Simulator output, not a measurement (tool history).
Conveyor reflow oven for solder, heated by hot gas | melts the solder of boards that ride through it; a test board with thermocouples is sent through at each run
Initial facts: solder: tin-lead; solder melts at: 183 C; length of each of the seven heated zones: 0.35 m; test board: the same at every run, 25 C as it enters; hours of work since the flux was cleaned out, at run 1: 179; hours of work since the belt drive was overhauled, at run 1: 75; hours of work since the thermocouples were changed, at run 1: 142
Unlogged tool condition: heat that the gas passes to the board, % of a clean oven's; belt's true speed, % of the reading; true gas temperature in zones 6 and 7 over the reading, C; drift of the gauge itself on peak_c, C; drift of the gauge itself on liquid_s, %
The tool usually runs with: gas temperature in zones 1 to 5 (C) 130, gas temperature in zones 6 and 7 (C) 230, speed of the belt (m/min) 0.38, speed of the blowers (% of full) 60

| run | hour | gas temperature in zones 1 to 5 (C) | gas temperature in zones 6 and 7 (C) | speed of the belt (m/min) | speed of the blowers (% of full) | hours of work since the flux was cleaned out | hours of work since the belt drive was overhauled | hours of work since the thermocouples were changed | highest temperature of the board (C) | time above the solder's melting point (s) |
|---|---|---|---|---|---|---|---|---|---|---|
| 1 | 0 | 130 | 230 | 0.38 | 60 | 179 | 75 | 142 | 210.6 | 69.3 |
| 2 | 8.6 | 130 | 230 | 0.38 | 60 | 184 | 80 | 146 | 210.7 | 69.9 |
| 3 | 15.7 | 130 | 230 | 0.38 | 60 | 188 | 84 | 150 | 210.3 | 69.2 |
| 4 | 20.5 | 136 | 230 | 0.38 | 60 | 190 | 87 | 153 | 211.8 | 73.9 |
| 5 | 26.9 | 136 | 230 | 0.38 | 60 | 194 | 90 | 157 | 211.7 | 73.8 |
| 6 | 37.1 | 136 | 230 | 0.38 | 60 | 200 | 96 | 163 | 211.5 | 73.9 |
| 7 | 45.6 | 136 | 230 | 0.38 | 60 | 205 | 101 | 168 | 211.6 | 73.8 |
| 8 | 55.2 | 136 | 230 | 0.38 | 60 | 210 | 106 | 173 | 211.5 | 73.4 |
| 9 | 63.8 | 136 | 230 | 0.38 | 60 | 215 | 111 | 178 | 211.7 | 73.9 |
| 10 | 71.3 | 130 | 230 | 0.38 | 60 | 219 | 116 | 182 | 210.3 | 69.1 |
| 11 | 81.9 | 130 | 230 | 0.38 | 60 | 225 | 122 | 188 | 210.2 | 69.3 |
| 12 | 91.4 | 130 | 230 | 0.38 | 60 | 231 | 127 | 194 | 210 | 68.9 |
| 13 | 96.1 | 130 | 230 | 0.38 | 60 | 233 | 130 | 196 | 210.1 | 68.8 |
| 14 | 107.4 | 132 | 230 | 0.38 | 60 | 240 | 136 | 203 | 210.6 | 70.2 |
|  | 113.2 | flux residue cleaned out of gas plates and filters |
| 15 | 120.2 | 130 | 230 | 0.33 | 60 | 4 | 141 | 207 | 213.3 | 85.5 |
| 16 | 126.7 | 130 | 230 | 0.33 | 60 | 8 | 144 | 211 | 213.5 | 85.8 |
| 17 | 133.2 | 130 | 230 | 0.427 | 60 | 11 | 148 | 215 | 204.1 | 50.4 |
| 18 | 143 | 130 | 225 | 0.427 | 64 | 17 | 154 | 220 | 200.6 | 45.4 |

Forecast run 19:
| 19 | 152.3 | 130 | 237 | 0.427 | 79 | 22 | 159 | 225 | ? | ? |

highest temperature of the board (C): 212.9
time above the solder's melting point (s): 64.4
The same run, on a tool lacking any hidden state, would have yielded highest temperature of the board (C) 217.2, time above the solder's melting point (s) 70.3.
